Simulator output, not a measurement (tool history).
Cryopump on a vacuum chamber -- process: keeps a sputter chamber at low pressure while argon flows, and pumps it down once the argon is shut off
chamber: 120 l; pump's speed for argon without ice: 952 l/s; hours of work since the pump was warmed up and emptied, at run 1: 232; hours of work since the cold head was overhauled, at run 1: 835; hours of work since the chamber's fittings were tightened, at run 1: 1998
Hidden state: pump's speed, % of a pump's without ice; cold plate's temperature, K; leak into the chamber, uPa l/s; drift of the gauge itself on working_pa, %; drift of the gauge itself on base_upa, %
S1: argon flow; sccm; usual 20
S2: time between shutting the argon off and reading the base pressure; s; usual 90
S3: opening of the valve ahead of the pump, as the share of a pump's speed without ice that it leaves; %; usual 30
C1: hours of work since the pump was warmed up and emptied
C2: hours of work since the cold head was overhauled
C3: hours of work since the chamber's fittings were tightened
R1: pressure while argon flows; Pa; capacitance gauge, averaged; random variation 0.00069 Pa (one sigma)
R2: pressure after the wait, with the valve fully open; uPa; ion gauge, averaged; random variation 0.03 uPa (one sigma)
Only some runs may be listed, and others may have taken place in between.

| run | day | S1 | S2 | S3 | C1 | C2 | C3 | R1 | R2 |
|---|---|---|---|---|---|---|---|---|---|
| 1 | 0.000 | 20 | 90 | 30 | 232 | 835 | 1998 | 0.1243 | 1.88 |
| 2 | 1.467 | 20 | 90 | 30 | 256 | 859 | 2022 | 0.1228 | 1.90 |
| 3 | 3.538 | 20 | 90 | 30 | 290 | 893 | 2056 | 0.1233 | 1.93 |
| 4 | 6.567 | 20 | 41 | 30 | 340 | 943 | 2106 | 0.1236 | 3.36 |
| 5 | 7.912 | 20 | 41 | 30 | 362 | 965 | 2128 | 0.1247 | 3.33 |
| 6 | 11.012 | 20 | 90 | 30 | 414 | 1017 | 2179 | 0.1268 | 1.99 |
| 7 | 12.958 | 20 | 90 | 30 | 446 | 1049 | 2212 | 0.1263 | 1.99 |
| 8 | 15.350 | 10 | 24 | 34 | 485 | 1088 | 2251 | 0.0563 | 5.31 |
| 9 | 18.442 | 10 | 90 | 35 | 536 | 1139 | 2302 | 0.0549 | 2.00 |
| 10 | 21.196 | 10 | 90 | 35 | 582 | 1185 | 2348 | 0.0566 | 2.07 |
|  | 21.621 | pump warmed up, emptied and cooled again |
| 11 | 24.250 | 10 | 90 | 35 | 43 | 1232 | 2395 | 0.0513 | 1.89 |
| 12 | 27.142 | 20 | 99 | 35 | 91 | 1279 | 2442 | 0.1037 | 1.75 |
| 13 | 30.033 | 28 | 24 | 17 | 139 | 1327 | 2490 | 0.2959 | 5.18 |

What if the next run were any one of these 5? Each begins from the tool's condition after run 13:
| A | 32.021 | 16 | 24 | 17 | 172 | 1360 | 2523 | ? | ? |
| B | 32.021 | 20 | 90 | 59 | 172 | 1360 | 2523 | ? | ? |
| C | 32.021 | 21 | 24 | 17 | 172 | 1360 | 2523 | ? | ? |
| D | 32.021 | 20 | 97 | 30 | 172 | 1360 | 2523 | ? | ? |
| E | 32.021 | 8 | 90 | 42 | 172 | 1360 | 2523 | ? | ? |

| run | R1 | R2 |
|---|---|---|
| A | 0.1697 | 5.21 |
| B | 0.0632 | 1.95 |
| C | 0.2234 | 5.16 |
| D | 0.1201 | 1.82 |
| E | 0.0342 | 1.92 |
Take away the tool's hidden state, keep each run's random variation, and the runs would have read:
| run | R1 | R2 |
|---|---|---|
| A | 0.1673 | 4.82 |
| B | 0.0603 | 1.55 |
| C | 0.2203 | 4.78 |
| D | 0.1172 | 1.43 |
| E | 0.0330 | 1.53 |

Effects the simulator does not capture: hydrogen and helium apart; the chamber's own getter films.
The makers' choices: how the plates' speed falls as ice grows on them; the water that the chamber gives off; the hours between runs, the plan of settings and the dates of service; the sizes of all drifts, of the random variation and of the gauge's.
